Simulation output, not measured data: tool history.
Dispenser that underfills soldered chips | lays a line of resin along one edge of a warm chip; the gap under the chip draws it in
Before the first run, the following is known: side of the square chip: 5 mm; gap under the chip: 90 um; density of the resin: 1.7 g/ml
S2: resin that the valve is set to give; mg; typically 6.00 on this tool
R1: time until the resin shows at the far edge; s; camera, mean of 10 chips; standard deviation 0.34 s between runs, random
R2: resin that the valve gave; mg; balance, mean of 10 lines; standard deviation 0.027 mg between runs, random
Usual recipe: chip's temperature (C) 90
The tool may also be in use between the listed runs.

{"run": 1, "day": 0.0, "chip's temperature (C)": 90, "S2": 6.0, "R1": 35.6, "R2": 5.68}
{"day": 0.038, "done": "new syringe of resin"}
{"run": 2, "day": 0.162, "chip's temperature (C)": 87, "S2": 6.0, "R1": 21.6, "R2": 5.7}
{"run": 3, "day": 0.258, "chip's temperature (C)": 87, "S2": 6.0, "R1": 25.1, "R2": 5.72}
{"run": 4, "day": 0.362, "chip's temperature (C)": 90, "S2": 6.0, "R1": 24.8, "R2": 5.71}
{"run": 5, "day": 0.5, "chip's temperature (C)": 90, "S2": 6.0, "R1": 29.5, "R2": 5.67}
{"day": 0.671, "done": "new syringe of resin"}
{"run": 6, "day": 0.679, "chip's temperature (C)": 90, "S2": 6.0, "R1": 16.4, "R2": 5.61}
{"run": 7, "day": 0.808, "chip's temperature (C)": 90, "S2": 6.0, "R1": 19.5, "R2": 5.62}
{"run": 8, "day": 0.971, "chip's temperature (C)": 90, "S2": 6.0, "R1": 24.0, "R2": 5.61}
{"run": 9, "day": 1.179, "chip's temperature (C)": 90, "S2": 6.0, "R1": 32.1, "R2": 5.64}
{"day": 1.308, "done": "new syringe of resin"}
{"run": 10, "day": 1.379, "chip's temperature (C)": 102, "S2": 6.0, "R1": 10.5, "R2": 5.63}
{"run": 11, "day": 1.483, "chip's temperature (C)": 83, "S2": 6.0, "R1": 27.4, "R2": 5.59}
{"run": 12, "day": 1.704, "chip's temperature (C)": 83, "S2": 6.0, "R1": 36.5, "R2": 5.61}
{"run": 13, "day": 1.908, "chip's temperature (C)": 83, "S2": 6.0, "R1": 48.7, "R2": 5.63}
{"day": 1.954, "done": "new syringe of resin"}
{"day": 2.096, "done": "dispensing valve cleaned and set on the balance"}
{"run": 14, "day": 2.162, "chip's temperature (C)": 94, "S2": 6.0, "R1": 16.9, "R2": 5.99}

For run 15, what comes out?
{"run": 15, "day": 2.329, "chip's temperature (C)": 95, "S2": 7.78, "R1": "?", "R2": "?"}

R1: 20.4 s
R2: 7.73 mg
Were there no unlogged condition in the tool, this run, its random variation unchanged, would have produced R1 12.7 s, R2 7.75 mg.

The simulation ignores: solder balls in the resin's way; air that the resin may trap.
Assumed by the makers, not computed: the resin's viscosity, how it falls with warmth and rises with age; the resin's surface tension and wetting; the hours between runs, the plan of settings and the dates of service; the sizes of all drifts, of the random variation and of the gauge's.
